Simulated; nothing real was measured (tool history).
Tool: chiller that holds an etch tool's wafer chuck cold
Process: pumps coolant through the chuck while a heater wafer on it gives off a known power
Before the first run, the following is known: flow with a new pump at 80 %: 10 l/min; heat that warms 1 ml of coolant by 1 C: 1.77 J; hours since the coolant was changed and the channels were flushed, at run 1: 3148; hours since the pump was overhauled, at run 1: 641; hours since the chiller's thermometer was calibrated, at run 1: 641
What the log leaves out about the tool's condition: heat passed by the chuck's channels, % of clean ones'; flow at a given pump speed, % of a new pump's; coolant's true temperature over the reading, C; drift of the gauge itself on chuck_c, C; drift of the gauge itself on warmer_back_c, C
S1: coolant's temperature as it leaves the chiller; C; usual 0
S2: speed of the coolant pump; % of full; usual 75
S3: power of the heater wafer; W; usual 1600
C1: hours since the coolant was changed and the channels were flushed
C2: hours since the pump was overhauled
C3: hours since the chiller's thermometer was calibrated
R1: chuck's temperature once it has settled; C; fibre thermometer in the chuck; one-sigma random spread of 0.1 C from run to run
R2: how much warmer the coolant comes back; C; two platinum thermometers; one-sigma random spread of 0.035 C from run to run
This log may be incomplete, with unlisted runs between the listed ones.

run 1 hour=0.0 | S1=0 S2=75 S3=1600 | C1=3148 C2=641 C3=641 | R1=19.4 R2=5.82
run 2 hour=39.3 | S1=0 S2=75 S3=1600 | C1=3187 C2=680 C3=680 | R1=19.3 R2=5.81
run 3 hour=108.9 | S1=0 S2=75 S3=1600 | C1=3257 C2=750 C3=750 | R1=19.5 R2=5.86
run 4 hour=193.4 | S1=0 S2=75 S3=1600 | C1=3341 C2=834 C3=834 | R1=19.6 R2=5.92
run 5 hour=285.5 | S1=0 S2=75 S3=1600 | C1=3433 C2=926 C3=926 | R1=19.7 R2=5.84
run 6 hour=334.2 | S1=0 S2=75 S3=1600 | C1=3482 C2=975 C3=975 | R1=19.6 R2=5.92
run 7 hour=382.8 | S1=0 S2=75 S3=1600 | C1=3531 C2=1024 C3=1024 | R1=19.7 R2=5.94
run 8 hour=441.3 | S1=0 S2=86 S3=1600 | C1=3589 C2=1082 C3=1082 | R1=18.3 R2=5.08
run 9 hour=513.5 | S1=0 S2=75 S3=1600 | C1=3661 C2=1154 C3=1154 | R1=19.7 R2=5.98
run 10 hour=563.3 | S1=-3 S2=75 S3=1600 | C1=3711 C2=1204 C3=1204 | R1=16.8 R2=5.94
run 11 hour=601.3 | S1=0 S2=75 S3=1706 | C1=3749 C2=1242 C3=1242 | R1=20.9 R2=6.35
-- hour=607.3 chiller's thermometer calibrated
run 12 hour=654.9 | S1=0 S2=75 S3=2370 | C1=3802 C2=1295 C3=48 | R1=29.5 R2=8.81
-- hour=732.4 coolant changed, channels flushed
run 13 hour=745.5 | S1=0 S2=75 S3=2370 | C1=13 C2=1379 C3=132 | R1=27.6 R2=8.82
-- hour=820.7 chiller's thermometer calibrated, once more
run 14 hour=835.4 | S1=-5 S2=80 S3=1133 | C1=102 C2=1468 C3=15 | R1=7.5 R2=3.96
run 15 hour=927.2 | S1=-2 S2=68 S3=2341 | C1=194 C2=1560 C3=107 | R1=26.7 R2=9.71
run 16 hour=1019.6 | S1=-8 S2=68 S3=929 | C1=286 C2=1653 C3=199 | R1=3.5 R2=3.83
run 17 hour=1067.7 | S1=4 S2=90 S3=1920 | C1=334 C2=1701 C3=247 | R1=24.0 R2=5.97
run 18 hour=1153.8 | S1=0 S2=75 S3=2233 | C1=420 C2=1787 C3=333 | R1=26.2 R2=8.42
run 19 hour=1214.8 | S1=0 S2=75 S3=2233 | C1=481 C2=1848 C3=394 | R1=26.1 R2=8.35
run 20 hour=1252.7 | S1=0 S2=75 S3=2233 | C1=519 C2=1886 C3=432 | R1=26.1 R2=8.43
run 21 hour=1330.8 | S1=0 S2=60 S3=991 | C1=597 C2=1964 C3=510 | R1=13.4 R2=4.79
run 22 hour=1422.6 | S1=0 S2=60 S3=991 | C1=689 C2=2056 C3=602 | R1=13.4 R2=4.73
run 23 hour=1508.1 | S1=-3 S2=84 S3=1322 | C1=775 C2=2141 C3=687 | R1=11.6 R2=4.48
run 24 hour=1579.9 | S1=0 S2=65 S3=816 | C1=847 C2=2213 C3=759 | R1=10.8 R2=3.55
run 25 hour=1623.3 | S1=0 S2=87 S3=1600 | C1=890 C2=2256 C3=803 | R1=17.4 R2=5.21

Below are 5 alternative next runs, each starting from the tool's condition after run 25. Predict each:
run A hour=1713.4 | S1=0 S2=93 S3=1152 | C1=980 C2=2346 C3=893 | R1=? R2=?
run B hour=1713.4 | S1=0 S2=91 S3=1721 | C1=980 C2=2346 C3=893 | R1=? R2=?
run C hour=1713.4 | S1=0 S2=84 S3=1600 | C1=980 C2=2346 C3=893 | R1=? R2=?
run D hour=1713.4 | S1=-5 S2=88 S3=2160 | C1=980 C2=2346 C3=893 | R1=? R2=?
run E hour=1713.4 | S1=0 S2=87 S3=1134 | C1=980 C2=2346 C3=893 | R1=? R2=?

run=A R1=12.2 R2=3.53
run=B R1=18.3 R2=5.35
run=C R1=17.9 R2=5.44
run=D R1=18.7 R2=6.99
run=E R1=12.5 R2=3.73
Had the tool no hidden state, the same runs would have come out as:
run=A R1=11.5 R2=3.35
run=B R1=17.3 R2=5.08
run=C R1=17.0 R2=5.17
run=D R1=17.5 R2=6.65
run=E R1=11.8 R2=3.55
